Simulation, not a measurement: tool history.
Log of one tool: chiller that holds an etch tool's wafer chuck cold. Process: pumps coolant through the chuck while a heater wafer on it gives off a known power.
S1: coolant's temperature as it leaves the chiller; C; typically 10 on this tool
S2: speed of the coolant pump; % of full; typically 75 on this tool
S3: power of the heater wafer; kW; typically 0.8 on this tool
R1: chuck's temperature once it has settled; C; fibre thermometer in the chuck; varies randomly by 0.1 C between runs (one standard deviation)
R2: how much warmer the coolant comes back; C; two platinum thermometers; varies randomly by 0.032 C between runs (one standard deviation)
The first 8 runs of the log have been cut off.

At day 40.262: chiller's thermometer calibrated.
Run 9, day 41.183: usual settings. Result: R1 18.7 C, R2 3.97 C.
Run 10, day 46.458: usual settings. Result: R1 19 C, R2 4 C.
Run 11, day 53.821: usual settings. Result: R1 19 C, R2 4.02 C.
Run 12, day 59.992: usual settings but S3 1.149 kW. Result: R1 22.8 C, R2 5.68 C.
Run 13, day 63.483: usual settings but S3 1.149 kW. Result: R1 22.8 C, R2 5.67 C.
Run 14, day 70.483: usual settings but S2 90 % of full, S3 1.149 kW. Result: R1 21.5 C, R2 4.78 C.
Run 15, day 76.842: usual settings. Result: R1 19 C, R2 4.2 C.
At day 80.771: gauge calibrated.
Run 16, day 83.058: usual settings. Result: R1 19 C, R2 3.71 C.
Run 17, day 86.746: usual settings. Result: R1 18.9 C, R2 3.72 C.
Run 18, day 92.096: usual settings but S1 16 C, S2 80 % of full, S3 0.479 kW. Result: R1 21.2 C, R2 2.14 C.
Run 19, day 97.421: usual settings but S1 16 C, S2 80 % of full, S3 0.479 kW. Result: R1 21.2 C, R2 2.19 C.
Run 20, day 104.596: usual settings but S1 16 C, S2 80 % of full, S3 0.479 kW. Result: R1 21.3 C, R2 2.25 C.
Run 21, day 109.654: usual settings but S1 5 C. Result: R1 14 C, R2 3.93 C.
Run 22, day 114.504: usual settings but S1 5 C, S2 90 % of full, S3 0.962 kW. Result: R1 14.6 C, R2 3.97 C.
Run 23, day 121.421: usual settings but S1 5 C, S2 67 % of full, S3 0.665 kW. Result: R1 13 C, R2 3.71 C.
Run 24, day 126.133: usual settings but S1 5 C, S2 67 % of full, S3 0.665 kW. Result: R1 13 C, R2 3.76 C.
Run 25, day 132.046: usual settings but S2 61 % of full, S3 0.534 kW. Result: R1 17 C, R2 3.37 C.
Run 26, day 138.367: usual settings but S3 1.167 kW. Result: R1 23.1 C, R2 5.81 C.
Run 27, day 145.538: usual settings but S1 3 C, S2 94 % of full, S3 1.019 kW. Result: R1 13 C, R2 4.11 C.
Run 28, day 152.104: usual settings but S2 68 % of full. Result: R1 19.6 C, R2 4.49 C.
Run 29, day 158.383: usual settings but S1 8 C, S2 71 % of full, S3 1.137 kW. Result: R1 21.4 C, R2 6.08 C.
Run 30, day 165.988: usual settings but S1 19 C, S2 71 % of full, S3 0.524 kW. Result: R1 25.1 C, R2 2.99 C.
Run 31, day 172.779: usual settings but S1 16 C, S2 63 % of full, S3 0.917 kW. Result: R1 27.6 C, R2 5.65 C.

Forecast each of these 3 alternatives for the next run:
Run A, day 180.483: usual settings but S1 8 C, S2 88 % of full, S3 1.006 kW. Result: R1 ?, R2 ?.
Run B, day 180.483: usual settings but S1 5 C, S2 93 % of full, S3 1.164 kW. Result: R1 ?, R2 ?.
Run C, day 180.483: usual settings but S1 18 C, S2 92 % of full, S3 0.821 kW. Result: R1 ?, R2 ?.

run    R1    R2
  A  18.2  4.43
  B  16.4  4.85
  C    26  3.54
Without the tool's unlogged condition, the same runs would have read:
run    R1    R2
  A  18.2  3.96
  B  16.4  4.38
  C    26  3.07
